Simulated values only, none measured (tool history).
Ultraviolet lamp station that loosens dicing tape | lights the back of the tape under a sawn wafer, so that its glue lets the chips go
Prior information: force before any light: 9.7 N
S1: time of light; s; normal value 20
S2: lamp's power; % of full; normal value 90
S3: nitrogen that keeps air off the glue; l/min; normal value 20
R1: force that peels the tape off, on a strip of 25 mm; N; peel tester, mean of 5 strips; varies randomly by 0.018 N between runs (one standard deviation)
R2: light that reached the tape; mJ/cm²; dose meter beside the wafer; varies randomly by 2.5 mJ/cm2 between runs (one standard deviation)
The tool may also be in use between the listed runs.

run    hour  S1  S2  S3     R1   R2
  1       0  20  90  20   1.21  240
  2    31.3  20  90  20   1.27  239
       73.9  -- window cleaned of glue's vapour
  3    76.1  20  79  20  1.451  226
  4   117.5  20  90  16  1.274  253
  5   164.7  20  90  16  1.301  255
  6   192.6  20  90  16  1.341  248
  7   241.3  20  90  16  1.377  244
  8   290.8  20  90  20  1.232  245
  9   313.4  20  90  20  1.243  242
 10   345.2  20  90  20  1.276  238
 11   367.3  20  90  12  1.668  236
 12   408.1  20  90  20  1.331  234
 13   451.4  20  90  20  1.357  231
 14   491.2  20  90  16  1.525  226
 15   530.7  20  90  16  1.609  218
 16   562.8  20  90  36  1.171  222
 17   589.5  20  90   6  2.544  222
 18   633.4  20  90   6  2.524  216
 19   680.5  20  90   6  2.598  214
 20   722.8  20  67  20  2.478  153
 21   746.3  20  67  20  2.534  159
 22   787.6  20  67  20  2.455  152
 23   823.5  23  68  20  2.119  177
 24   850.3  27  98   6  1.564  299
      885.8  -- window cleaned of glue's vapour
 25   885.8  20  84  14   1.87  206
 26   920.7  21  69  14  2.487  179
 27     964  24  97  13  1.198  272
 28   991.2  25  65  20  1.851  193
 29  1040.4  16  78  22  2.584  146
 30    1086  17  78  22  2.507  150
 31  1108.9  33  78   6  1.645  293
 32    1150  37  76  16  0.834  313
 33  1186.4  37  76   7  1.352  312
 34  1218.8  37  76  31   0.62  309
 35  1263.3  14  73  14  4.032  106
     1283.6  -- lamp changed
 36  1312.7  30  90  14  0.494  409
 37    1358  30  90  14  0.548  402
 38  1401.8  20  76  29    1.2  227
 39  1444.3  20  76  38  1.124  223
 40  1484.6  13  81  20   2.47  154
 41  1507.6  20  63  11  2.459  179
 42  1531.1  40  90  34  0.242  512

How would selected steps in R1 from run to run divide? Give the signed amount a tool lacking its hidden state would still show from settings, what came in and random variation, and the signed amount left for the hidden state, including any gauge scatter that is not in both of the compared results.
The tool's hidden condition here consists of: lamp's light, % of a new lamp's; light that the window lets through, % of a clean one's; drift of the gauge itself on peel_n, %; drift of the gauge itself on dose_mj_cm2, %.
Run 33 -> 34: S3 7 -> 31. R1 -0.732 N: hidden state -0.38, all else -0.352.
Run 34 -> 35: S1 37 -> 14, S2 76 -> 73, S3 31 -> 14. R1 +3.412 N: hidden state +1.053, all else +2.359.
Run 35 -> 36: S1 14 -> 30, S2 73 -> 90, lamp changed. R1 -3.538 N: hidden state -1.321, all else -2.217.
Run 41 -> 42: S1 20 -> 40, S2 63 -> 90, S3 11 -> 34. R1 -2.217 N: hidden state -0.31, all else -1.907.
